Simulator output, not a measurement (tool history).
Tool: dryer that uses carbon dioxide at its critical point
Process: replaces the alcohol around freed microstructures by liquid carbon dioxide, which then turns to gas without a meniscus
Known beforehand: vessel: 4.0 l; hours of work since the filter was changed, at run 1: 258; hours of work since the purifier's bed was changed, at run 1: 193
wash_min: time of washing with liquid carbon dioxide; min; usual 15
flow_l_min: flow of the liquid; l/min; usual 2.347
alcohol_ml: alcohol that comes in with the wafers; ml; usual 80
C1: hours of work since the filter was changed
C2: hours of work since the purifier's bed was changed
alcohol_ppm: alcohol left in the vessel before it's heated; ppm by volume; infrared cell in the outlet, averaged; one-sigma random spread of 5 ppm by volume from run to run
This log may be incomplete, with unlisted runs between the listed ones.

Run 1, hour 0.0: usual settings; C1 258; C2 193. Result: alcohol_ppm 104 ppm by volume.
Run 2, hour 8.9: usual settings but flow_l_min 2.650 l/min; C1 263; C2 197. Result: alcohol_ppm 67 ppm by volume.
Run 3, hour 16.0: usual settings; C1 266; C2 201. Result: alcohol_ppm 117 ppm by volume.
Run 4, hour 25.6: usual settings; C1 270; C2 205. Result: alcohol_ppm 106 ppm by volume.
Run 5, hour 33.8: usual settings but flow_l_min 1.500 l/min; C1 274; C2 209. Result: alcohol_ppm 658 ppm by volume.
Run 6, hour 39.6: usual settings but flow_l_min 1.500 l/min; C1 277; C2 211. Result: alcohol_ppm 658 ppm by volume.
Run 7, hour 47.4: usual settings but flow_l_min 1.500 l/min; C1 280; C2 215. Result: alcohol_ppm 660 ppm by volume.
Run 8, hour 52.7: usual settings but flow_l_min 1.500 l/min; C1 283; C2 217. Result: alcohol_ppm 657 ppm by volume.
Run 9, hour 63.3: usual settings but alcohol_ml 41 ml; C1 287; C2 222. Result: alcohol_ppm 71 ppm by volume.
Run 10, hour 69.0: usual settings but wash_min 18 min; C1 290; C2 225. Result: alcohol_ppm 74 ppm by volume.
Run 11, hour 79.4: usual settings; C1 295; C2 230. Result: alcohol_ppm 119 ppm by volume.
Run 12, hour 87.4: usual settings; C1 299; C2 233. Result: alcohol_ppm 113 ppm by volume.
Run 13, hour 93.7: usual settings; C1 301; C2 236. Result: alcohol_ppm 115 ppm by volume.
Run 14, hour 99.6: usual settings; C1 304; C2 239. Result: alcohol_ppm 118 ppm by volume.
Run 15, hour 105.7: usual settings; C1 307; C2 242. Result: alcohol_ppm 110 ppm by volume.
Run 16, hour 114.6: usual settings; C1 311; C2 246. Result: alcohol_ppm 121 ppm by volume.
Run 17, hour 124.5: usual settings but wash_min 18 min; C1 316; C2 250. Result: alcohol_ppm 66 ppm by volume.
Run 18, hour 130.4: usual settings; C1 318; C2 253. Result: alcohol_ppm 125 ppm by volume.
Run 19, hour 137.5: usual settings; C1 322; C2 256. Result: alcohol_ppm 123 ppm by volume.
Run 20, hour 145.1: usual settings; C1 325; C2 260. Result: alcohol_ppm 130 ppm by volume.
Run 21, hour 153.2: usual settings; C1 329; C2 264. Result: alcohol_ppm 123 ppm by volume.
Run 22, hour 163.7: usual settings; C1 334; C2 268. Result: alcohol_ppm 122 ppm by volume.
Run 23, hour 170.6: usual settings; C1 337; C2 272. Result: alcohol_ppm 121 ppm by volume.
Run 24, hour 178.2: usual settings; C1 340; C2 275. Result: alcohol_ppm 127 ppm by volume.
Run 25, hour 187.5: usual settings but wash_min 18 min, flow_l_min 1.440 l/min; C1 345; C2 279. Result: alcohol_ppm 463 ppm by volume.
Run 26, hour 193.3: usual settings but wash_min 14 min, flow_l_min 1.940 l/min, alcohol_ml 46 ml; C1 347; C2 282. Result: alcohol_ppm 234 ppm by volume.
Run 27, hour 198.5: usual settings but flow_l_min 1.660 l/min, alcohol_ml 30 ml; C1 350; C2 284. Result: alcohol_ppm 211 ppm by volume.
Run 28, hour 203.1: usual settings but wash_min 13 min, flow_l_min 2.950 l/min, alcohol_ml 22 ml; C1 352; C2 287. Result: alcohol_ppm 64 ppm by volume.
Run 29, hour 207.6: usual settings but wash_min 13 min, flow_l_min 2.950 l/min, alcohol_ml 22 ml; C1 354; C2 289. Result: alcohol_ppm 60 ppm by volume.
Run 30, hour 215.6: usual settings but wash_min 10 min, alcohol_ml 30 ml; C1 357; C2 292. Result: alcohol_ppm 242 ppm by volume.
Run 31, hour 220.6: usual settings but wash_min 10 min, alcohol_ml 30 ml; C1 360; C2 295. Result: alcohol_ppm 252 ppm by volume.
Run 32, hour 225.1: usual settings but wash_min 17 min; C1 362; C2 297. Result: alcohol_ppm 94 ppm by volume.
Run 33, hour 234.9: usual settings but wash_min 17 min, alcohol_ml 115 ml; C1 366; C2 301. Result: alcohol_ppm 106 ppm by volume.
Run 34, hour 239.3: usual settings but wash_min 17 min, alcohol_ml 115 ml; C1 368; C2 303. Result: alcohol_ppm 117 ppm by volume.
Run 35, hour 247.7: usual settings but wash_min 17 min, alcohol_ml 115 ml; C1 372; C2 307. Result: alcohol_ppm 122 ppm by volume.
Run 36, hour 253.7: usual settings but wash_min 10 min, alcohol_ml 115 ml; C1 375; C2 310. Result: alcohol_ppm 828 ppm by volume.
Run 37, hour 258.7: usual settings but wash_min 10 min, alcohol_ml 115 ml; C1 377; C2 312. Result: alcohol_ppm 839 ppm by volume.
Run 38, hour 264.1: usual settings but flow_l_min 2.210 l/min; C1 380; C2 315. Result: alcohol_ppm 183 ppm by volume.
Run 39, hour 271.7: usual settings but wash_min 10 min, flow_l_min 1.750 l/min, alcohol_ml 46 ml; C1 383; C2 318. Result: alcohol_ppm 901 ppm by volume.
Run 40, hour 280.5: usual settings but wash_min 11 min, flow_l_min 1.840 l/min, alcohol_ml 26 ml; C1 387; C2 322. Result: alcohol_ppm 379 ppm by volume.
Run 41, hour 287.7: usual settings but wash_min 17 min, alcohol_ml 77 ml; C1 391; C2 325. Result: alcohol_ppm 98 ppm by volume.
Run 42, hour 296.1: usual settings but wash_min 17 min, alcohol_ml 77 ml; C1 394; C2 329. Result: alcohol_ppm 101 ppm by volume.
Run 43, hour 304.9: usual settings but wash_min 17 min, alcohol_ml 77 ml; C1 398; C2 333. Result: alcohol_ppm 101 ppm by volume.
Run 44, hour 312.9: usual settings but wash_min 17 min, flow_l_min 1.730 l/min, alcohol_ml 61 ml; C1 402; C2 337. Result: alcohol_ppm 239 ppm by volume.
Run 45, hour 322.2: usual settings but wash_min 17 min, flow_l_min 1.800 l/min; C1 406; C2 341. Result: alcohol_ppm 269 ppm by volume.
Run 46, hour 327.5: usual settings but flow_l_min 1.800 l/min; C1 409; C2 344. Result: alcohol_ppm 417 ppm by volume.
Run 47, hour 332.4: usual settings but flow_l_min 3.690 l/min, alcohol_ml 63 ml; C1 411; C2 346. Result: alcohol_ppm 69 ppm by volume.

A few steps of alcohol_ppm between consecutive runs. Split each: what settings, incoming material and random variation would produce without the hidden state, and what is left over for the hidden state, along with gauge scatter present in only one of the two compared results (measured, and without hidden state):
The hidden state here: flow that reaches the vessel past the clogged filter, %; alcohol in the recycled carbon dioxide, ppm; drift of the gauge itself on alcohol_ppm, %.
Run 35 -> 36: wash_min 17 -> 10. alcohol_ppm +706 ppm by volume: hidden state +275, all else +431.
Run 37 -> 38: wash_min 10 -> 15, flow_l_min 2.347 -> 2.210, alcohol_ml 115 -> 80. alcohol_ppm -656 ppm by volume: hidden state -251, all else -405.
Run 38 -> 39: wash_min 15 -> 10, flow_l_min 2.210 -> 1.750, alcohol_ml 80 -> 46. alcohol_ppm +718 ppm by volume: hidden state +205, all else +513.

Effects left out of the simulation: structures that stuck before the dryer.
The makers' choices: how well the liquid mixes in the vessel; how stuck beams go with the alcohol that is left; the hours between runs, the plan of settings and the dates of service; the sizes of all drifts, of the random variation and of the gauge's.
